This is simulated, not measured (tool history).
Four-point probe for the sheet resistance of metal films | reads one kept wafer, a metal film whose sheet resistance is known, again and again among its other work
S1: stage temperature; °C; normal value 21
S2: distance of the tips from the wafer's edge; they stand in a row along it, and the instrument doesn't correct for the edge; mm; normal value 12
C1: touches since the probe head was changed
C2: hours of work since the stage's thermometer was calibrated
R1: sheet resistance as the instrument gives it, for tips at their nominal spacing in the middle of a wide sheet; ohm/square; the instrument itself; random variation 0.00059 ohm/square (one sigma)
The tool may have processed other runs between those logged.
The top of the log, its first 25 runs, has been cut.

run    hour  S1  S2      C1    C2        R1
 26  1311.9  31  54  113244   594  2.964998
 27  1371.6  22  55  115494   629  2.970714
 28  1409.4  21  61  116917   651  2.968753
 29  1455.1  21  19  118642   678  2.972828
 30    1511  25  65  120746   711  2.967644
 31  1582.1  21  27  123425   753  2.970562
 32  1651.5  20   9  126039   794  2.977984
 33  1697.6  18   8  127775   821  2.980735
 34    1757  21  18  130014   856  2.970161
 35  1818.1  21  18  132318   892  2.971149
 36  1868.4  21  18  134212   921  2.971843
 37  1905.8  21  18  135619   943  2.972293
 38  1975.5  21  56  138246   984  2.970797
 39  2047.5  26  11  140960  1027  2.972533
 40  2078.4  26  11  142122  1045  2.972347
 41  2125.9  23  25  143914  1073  2.970762
 42  2164.2  23  25  145354  1095  2.969694

Consider 5 possible next runs. They are alternatives, not a sequence: every one starts from the tool as it was left by run 42. What does each give?
  A  2198.1  23   3  146633  1115   ?
  B  2198.1  21   4  146633  1115   ?
  C  2198.1  23  25  146633  1115   ?
  D  2198.1  25  25  146633  1115   ?
  E  2198.1  21  14  146633  1115   ?

run        R1
  A  3.039829
  B  3.009737
  C  2.970054
  D  2.968053
  E  2.973063
Without the tool's hidden state the same runs would have given:
run        R1
  A  3.039983
  B   3.00989
  C  2.970204
  D  2.968204
  E  2.973214

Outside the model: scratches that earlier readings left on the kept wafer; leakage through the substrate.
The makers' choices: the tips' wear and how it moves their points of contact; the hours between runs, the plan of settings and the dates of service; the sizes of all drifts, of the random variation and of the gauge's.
